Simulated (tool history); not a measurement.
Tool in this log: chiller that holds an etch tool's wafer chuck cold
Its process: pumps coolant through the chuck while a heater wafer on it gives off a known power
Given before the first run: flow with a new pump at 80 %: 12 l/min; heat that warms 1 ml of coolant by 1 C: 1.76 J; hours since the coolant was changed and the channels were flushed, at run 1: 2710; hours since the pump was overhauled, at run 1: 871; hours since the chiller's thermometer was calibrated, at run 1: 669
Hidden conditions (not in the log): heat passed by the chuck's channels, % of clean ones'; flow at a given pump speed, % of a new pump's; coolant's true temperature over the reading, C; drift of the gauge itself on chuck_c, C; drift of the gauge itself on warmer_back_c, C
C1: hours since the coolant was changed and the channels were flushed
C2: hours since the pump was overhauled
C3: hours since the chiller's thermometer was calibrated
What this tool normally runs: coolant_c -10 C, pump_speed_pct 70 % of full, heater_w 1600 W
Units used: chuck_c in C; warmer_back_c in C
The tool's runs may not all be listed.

run 1 hour=0 | coolant_c=-10 pump_speed_pct=70 heater_w=1600 | C1=2710 C2=871 C3=669 | chuck_c=6.2 warmer_back_c=5.19
run 2 hour=24.5 | coolant_c=-15 pump_speed_pct=70 heater_w=1600 | C1=2734 C2=895 C3=694 | chuck_c=1 warmer_back_c=5.18
run 3 hour=48.4 | coolant_c=-10 pump_speed_pct=70 heater_w=1600 | C1=2758 C2=919 C3=718 | chuck_c=6.1 warmer_back_c=5.23
run 4 hour=91 | coolant_c=-10 pump_speed_pct=70 heater_w=1600 | C1=2801 C2=962 C3=760 | chuck_c=6 warmer_back_c=5.24
run 5 hour=110.2 | coolant_c=-10 pump_speed_pct=70 heater_w=1600 | C1=2820 C2=981 C3=779 | chuck_c=6.3 warmer_back_c=5.2
run 6 hour=141.3 | coolant_c=-10 pump_speed_pct=84 heater_w=1600 | C1=2851 C2=1012 C3=810 | chuck_c=3.8 warmer_back_c=4.37
run 7 hour=183.7 | coolant_c=-10 pump_speed_pct=84 heater_w=1600 | C1=2893 C2=1055 C3=853 | chuck_c=3.8 warmer_back_c=4.36
run 8 hour=221.2 | coolant_c=-10 pump_speed_pct=84 heater_w=1600 | C1=2931 C2=1092 C3=890 | chuck_c=3.8 warmer_back_c=4.4
run 9 hour=240.8 | coolant_c=-10 pump_speed_pct=84 heater_w=1600 | C1=2951 C2=1112 C3=910 | chuck_c=3.8 warmer_back_c=4.41
run 10 hour=279.7 | coolant_c=-10 pump_speed_pct=70 heater_w=1400 | C1=2990 C2=1151 C3=949 | chuck_c=4.3 warmer_back_c=4.6
run 11 hour=302.7 | coolant_c=-10 pump_speed_pct=70 heater_w=1400 | C1=3013 C2=1174 C3=972 | chuck_c=4.1 warmer_back_c=4.56
run 12 hour=333.2 | coolant_c=-10 pump_speed_pct=82 heater_w=1400 | C1=3043 C2=1204 C3=1002 | chuck_c=2.4 warmer_back_c=3.85
run 13 hour=370.6 | coolant_c=-10 pump_speed_pct=82 heater_w=1400 | C1=3080 C2=1241 C3=1040 | chuck_c=2.4 warmer_back_c=3.92
run 14 hour=406.5 | coolant_c=-10 pump_speed_pct=82 heater_w=1400 | C1=3116 C2=1277 C3=1076 | chuck_c=2.5 warmer_back_c=3.9
run 15 hour=438.5 | coolant_c=-10 pump_speed_pct=82 heater_w=1400 | C1=3148 C2=1309 C3=1108 | chuck_c=2.4 warmer_back_c=3.96
run 16 hour=477.4 | coolant_c=-10 pump_speed_pct=82 heater_w=1400 | C1=3187 C2=1348 C3=1147 | chuck_c=2.4 warmer_back_c=3.96
run 17 hour=499.6 | coolant_c=-10 pump_speed_pct=82 heater_w=1400 | C1=3209 C2=1370 C3=1169 | chuck_c=2.4 warmer_back_c=3.89
run 18 hour=530.1 | coolant_c=-6 pump_speed_pct=62 heater_w=1400 | C1=3240 C2=1401 C3=1199 | chuck_c=9.8 warmer_back_c=5.2
-- hour=533.2 chiller's thermometer calibrated
run 19 hour=575.3 | coolant_c=-11 pump_speed_pct=62 heater_w=1400 | C1=3284 C2=1445 C3=42 | chuck_c=4.7 warmer_back_c=5.12
run 20 hour=613 | coolant_c=-11 pump_speed_pct=62 heater_w=1400 | C1=3322 C2=1483 C3=80 | chuck_c=4.8 warmer_back_c=5.11
run 21 hour=647.8 | coolant_c=-11 pump_speed_pct=62 heater_w=1400 | C1=3357 C2=1518 C3=115 | chuck_c=4.8 warmer_back_c=5.13
-- hour=652.2 chiller's thermometer calibrated, once more
run 22 hour=677.6 | coolant_c=-11 pump_speed_pct=62 heater_w=1400 | C1=3385 C2=1547 C3=25 | chuck_c=5 warmer_back_c=5.18

Predict the results of run 23:
run 23 hour=699.4 | coolant_c=-10 pump_speed_pct=87 heater_w=1081 | C1=3407 C2=1568 C3=47 | chuck_c=? warmer_back_c=?

{"run 23": {"chuck_c": -0.7, "warmer_back_c": 2.86}}
With the hidden condition absent and the run-to-run variation left alone, this run would have shown chuck_c -1.5 C, warmer_back_c 2.82 C.
